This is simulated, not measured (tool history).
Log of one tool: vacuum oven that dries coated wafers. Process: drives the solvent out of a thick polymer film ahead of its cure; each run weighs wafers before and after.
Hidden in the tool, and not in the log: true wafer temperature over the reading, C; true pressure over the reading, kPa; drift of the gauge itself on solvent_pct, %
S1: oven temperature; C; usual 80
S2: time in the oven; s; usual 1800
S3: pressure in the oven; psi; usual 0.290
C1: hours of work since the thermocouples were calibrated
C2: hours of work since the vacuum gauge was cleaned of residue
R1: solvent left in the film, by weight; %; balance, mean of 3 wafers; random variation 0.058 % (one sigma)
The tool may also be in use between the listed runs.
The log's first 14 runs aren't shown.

run    hour  S1    S2     S3    C1    C2    R1
 15   702.5  80  1440  0.290  1221   478  4.07
 16   760.6  80  1440  0.290  1263   520  4.20
 17   824.1  80  1440  0.290  1309   565  4.10
 18   883.5  80  1440  0.290  1351   608  4.27
 19   951.8  80  1800  0.290  1401   657  3.29
 20   984.8  75   900  0.702  1424   681  8.56
 21  1018.4  73   900  0.168  1448   705  8.24
 22  1055.0  73  1500  0.197  1475   732  6.10
     1081.8  -- oven's thermocouples calibrated
 23  1114.1  85  1500  0.480    23   773  2.68
 24  1169.9  85  1500  0.480    63   813  2.59
 25  1235.3  92  1800  0.191   110   860  0.65
 26  1303.4  95  2100  0.167   159   909  0.39
 27  1359.0  80  1320  0.300   200   949  4.38
 28  1388.8  80  1320  0.300   221   970  4.47
 29  1448.1  81  1800  0.290   264  1013  2.78
 30  1518.4  81  1800  0.290   314  1064  2.80
     1559.7  -- vacuum gauge cleaned of residue and calibrated
 31  1567.6  81  1800  0.290   349     6  2.73
 32  1619.8  78  1200  0.329   386    43  5.42
 33  1665.3  80  2640  0.170   419    76  1.43
 34  1729.0  89  3240  0.194   465   122  0.39
 35  1789.5  89  3240  0.194   508   165  0.33
 36  1826.5  73  1200  0.235   535   192  6.94
 37  1886.6  84  1800  0.177   578   235  1.88

Run 38 comes next. What will it give?
 38  1923.0  91  1800  0.196  604  262   ?

Run 38 gave R1 0.79 %.
Without the tool's hidden state the same run would have given R1 0.70 %.
